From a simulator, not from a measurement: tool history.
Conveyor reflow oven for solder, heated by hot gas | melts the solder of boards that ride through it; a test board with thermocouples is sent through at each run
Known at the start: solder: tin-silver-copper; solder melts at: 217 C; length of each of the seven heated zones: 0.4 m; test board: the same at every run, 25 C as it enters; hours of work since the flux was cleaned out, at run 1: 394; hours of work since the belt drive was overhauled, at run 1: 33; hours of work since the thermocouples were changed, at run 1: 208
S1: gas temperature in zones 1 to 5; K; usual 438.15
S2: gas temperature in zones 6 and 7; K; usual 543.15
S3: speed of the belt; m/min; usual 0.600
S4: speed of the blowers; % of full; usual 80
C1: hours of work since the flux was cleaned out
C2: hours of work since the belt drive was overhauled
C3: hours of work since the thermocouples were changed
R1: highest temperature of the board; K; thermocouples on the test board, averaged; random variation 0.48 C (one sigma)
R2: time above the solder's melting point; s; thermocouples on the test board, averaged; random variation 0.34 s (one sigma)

run	hour	S1	S2	S3	S4	C1	C2	C3	R1	R2
1	0.0	438.15	543.15	0.600	80	394	33	208	529.85	60.6
2	18.6	438.15	543.15	0.600	80	402	41	216	529.05	60.5
3	37.8	438.15	543.15	0.600	66	410	49	224	527.65	59.3
4	54.7	438.15	547.15	0.600	80	417	57	232	532.85	62.9
5	65.9	438.15	547.15	0.600	80	422	61	236	532.75	63.3
6	77.0	438.15	536.15	0.600	80	427	66	241	523.25	56.0
7	87.3	438.15	536.15	0.600	80	431	70	245	522.25	56.0
8	104.6	438.15	536.15	0.600	80	438	78	253	522.35	56.1
9	124.6	438.15	536.15	0.600	80	447	86	261	521.85	56.2
# hour 146.4: flux residue cleaned out of gas plates and filters
10	146.4	438.15	543.15	0.546	80	0	93	268	533.45	71.3
11	160.3	438.15	543.15	0.546	80	6	99	274	533.55	71.0
12	176.9	438.15	543.15	0.546	80	13	106	281	533.65	71.3
13	192.0	438.15	544.15	0.621	80	19	113	288	532.15	60.3
14	210.3	425.15	546.15	0.621	80	27	120	295	530.45	57.2
15	228.0	443.15	543.15	0.600	79	35	128	303	531.35	65.1
16	246.5	443.15	543.15	0.586	72	42	136	311	530.15	66.3
17	261.9	443.15	543.15	0.586	72	49	142	317	530.45	65.3
18	278.6	443.15	543.15	0.586	72	56	149	324	530.85	66.4
19	297.2	438.15	539.15	0.715	57	64	157	332	517.35	41.1
20	310.9	441.15	541.15	0.697	80	70	163	338	524.85	50.6
21	330.6	441.15	541.15	0.697	80	78	171	346	524.75	50.3
22	341.9	441.15	541.15	0.697	80	83	176	351	525.25	50.3

5 ways to go on from here, each from the tool as it stands after run 22. What would each give?
A	356.8	441.15	537.15	0.697	80	89	182	357	?	?
B	356.8	435.15	541.15	0.697	57	89	182	357	?	?
C	356.8	438.15	543.15	0.540	80	89	182	357	?	?
D	356.8	441.15	546.15	0.539	80	89	182	357	?	?
E	356.8	438.15	543.15	0.600	80	89	182	357	?	?

run	R1	R2
A	521.25	47.9
B	519.65	42.7
C	533.55	72.1
D	536.15	75.5
E	530.55	62.7
Without the tool's hidden state the same runs would have given:
run	R1	R2
A	523.25	49.1
B	521.55	44.1
C	535.45	72.9
D	538.05	76.3
E	532.45	63.6
